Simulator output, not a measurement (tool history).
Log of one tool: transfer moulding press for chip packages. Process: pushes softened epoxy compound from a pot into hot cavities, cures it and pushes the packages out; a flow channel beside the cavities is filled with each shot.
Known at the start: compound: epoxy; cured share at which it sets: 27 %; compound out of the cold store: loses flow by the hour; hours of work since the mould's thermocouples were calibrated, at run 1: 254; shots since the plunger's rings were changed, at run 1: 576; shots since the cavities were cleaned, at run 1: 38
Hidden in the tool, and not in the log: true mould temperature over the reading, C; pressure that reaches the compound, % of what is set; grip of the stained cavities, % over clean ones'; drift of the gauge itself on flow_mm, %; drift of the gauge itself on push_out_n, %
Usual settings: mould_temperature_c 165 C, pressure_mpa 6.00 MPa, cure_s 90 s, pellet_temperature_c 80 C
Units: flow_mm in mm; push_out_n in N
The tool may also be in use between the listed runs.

run	hour	mould_temperature_c	pressure_mpa	cure_s	pellet_temperature_c	hours of work since the mould's thermocouples were calibrated	shots since the plunger's rings were changed	shots since the cavities were cleaned	incoming compound's hours out of the cold store	flow_mm	push_out_n
1	0.0	165	6.00	90	80	254	576	38	17.5	731	362
2	13.5	165	6.00	90	80	261	732	194	8.3	772	424
3	29.0	165	6.00	90	80	270	913	375	27.6	667	453
4	36.1	165	6.00	90	80	274	996	458	13.1	747	486
5	42.8	165	6.00	90	80	277	1074	536	23.3	693	493
6	51.6	165	6.00	90	80	282	1176	638	28.9	669	485
7	65.7	165	6.00	90	80	290	1341	803	14.9	729	538
8	78.6	165	6.00	90	80	297	1490	952	18.8	712	537
# hour 91.0: cavities cleaned with cleaning compound and waxed
9	91.0	163	6.00	90	80	303	1618	0	21.2	700	367
10	103.7	165	6.00	117	78	310	1765	147	33.0	642	310
11	110.2	159	6.81	90	80	314	1841	223	41.1	650	568

Forecast each of these 4 alternatives for the next run:
A	126.0	159	4.98	90	80	322	2025	407	18.1	?	?
B	126.0	159	7.08	128	84	322	2025	407	42.7	?	?
C	126.0	165	5.80	90	72	322	2025	407	14.0	?	?
D	126.0	159	5.25	118	80	322	2025	407	12.3	?	?

run	flow_mm	push_out_n
A	659	731
B	661	392
C	723	472
D	701	426
Without the tool's hidden state the same runs would have given:
run	flow_mm	push_out_n
A	672	546
B	674	286
C	737	348
D	715	311
